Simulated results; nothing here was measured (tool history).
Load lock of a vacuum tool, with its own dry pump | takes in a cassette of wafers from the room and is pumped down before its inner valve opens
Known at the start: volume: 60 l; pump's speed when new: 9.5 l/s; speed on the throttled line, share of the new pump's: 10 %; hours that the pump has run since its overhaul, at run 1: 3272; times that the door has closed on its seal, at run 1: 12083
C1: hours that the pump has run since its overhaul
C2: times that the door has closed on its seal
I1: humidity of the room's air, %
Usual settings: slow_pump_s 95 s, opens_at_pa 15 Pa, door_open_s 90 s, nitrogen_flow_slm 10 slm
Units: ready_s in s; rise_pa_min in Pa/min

run 1 hour=0.0 | slow_pump_s=95 opens_at_pa=15 door_open_s=90 nitrogen_flow_slm=10 | C1=3272 C2=12083 | I1=44.9 | ready_s=142.8 rise_pa_min=0.112
run 2 hour=65.4 | slow_pump_s=95 opens_at_pa=19 door_open_s=90 nitrogen_flow_slm=10 | C1=3338 C2=12280 | I1=43.6 | ready_s=141.6 rise_pa_min=0.115
run 3 hour=118.5 | slow_pump_s=95 opens_at_pa=19 door_open_s=90 nitrogen_flow_slm=10 | C1=3391 C2=12440 | I1=50.5 | ready_s=141.2 rise_pa_min=0.119
run 4 hour=206.0 | slow_pump_s=95 opens_at_pa=19 door_open_s=90 nitrogen_flow_slm=10 | C1=3478 C2=12704 | I1=44.6 | ready_s=141.1 rise_pa_min=0.119
run 5 hour=271.5 | slow_pump_s=95 opens_at_pa=19 door_open_s=90 nitrogen_flow_slm=10 | C1=3544 C2=12901 | I1=44.1 | ready_s=141.7 rise_pa_min=0.119
run 6 hour=367.3 | slow_pump_s=95 opens_at_pa=19 door_open_s=66 nitrogen_flow_slm=10 | C1=3639 C2=13190 | I1=43.6 | ready_s=141.6 rise_pa_min=0.113
run 7 hour=441.8 | slow_pump_s=127 opens_at_pa=16 door_open_s=30 nitrogen_flow_slm=9 | C1=3714 C2=13415 | I1=44.9 | ready_s=171.1 rise_pa_min=0.093
run 8 hour=534.3 | slow_pump_s=95 opens_at_pa=22 door_open_s=120 nitrogen_flow_slm=10 | C1=3806 C2=13694 | I1=43.5 | ready_s=140.7 rise_pa_min=0.131

Forecast run 9:
run 9 hour=636.4 | slow_pump_s=148 opens_at_pa=22 door_open_s=120 nitrogen_flow_slm=6 | C1=3909 C2=14001 | I1=42.6 | ready_s=? rise_pa_min=?

{"run 9": {"ready_s": 189.4, "rise_pa_min": 0.138}}
Without the tool's hidden state the same run would have given ready_s 188.3 s, rise_pa_min 0.058 Pa/min.

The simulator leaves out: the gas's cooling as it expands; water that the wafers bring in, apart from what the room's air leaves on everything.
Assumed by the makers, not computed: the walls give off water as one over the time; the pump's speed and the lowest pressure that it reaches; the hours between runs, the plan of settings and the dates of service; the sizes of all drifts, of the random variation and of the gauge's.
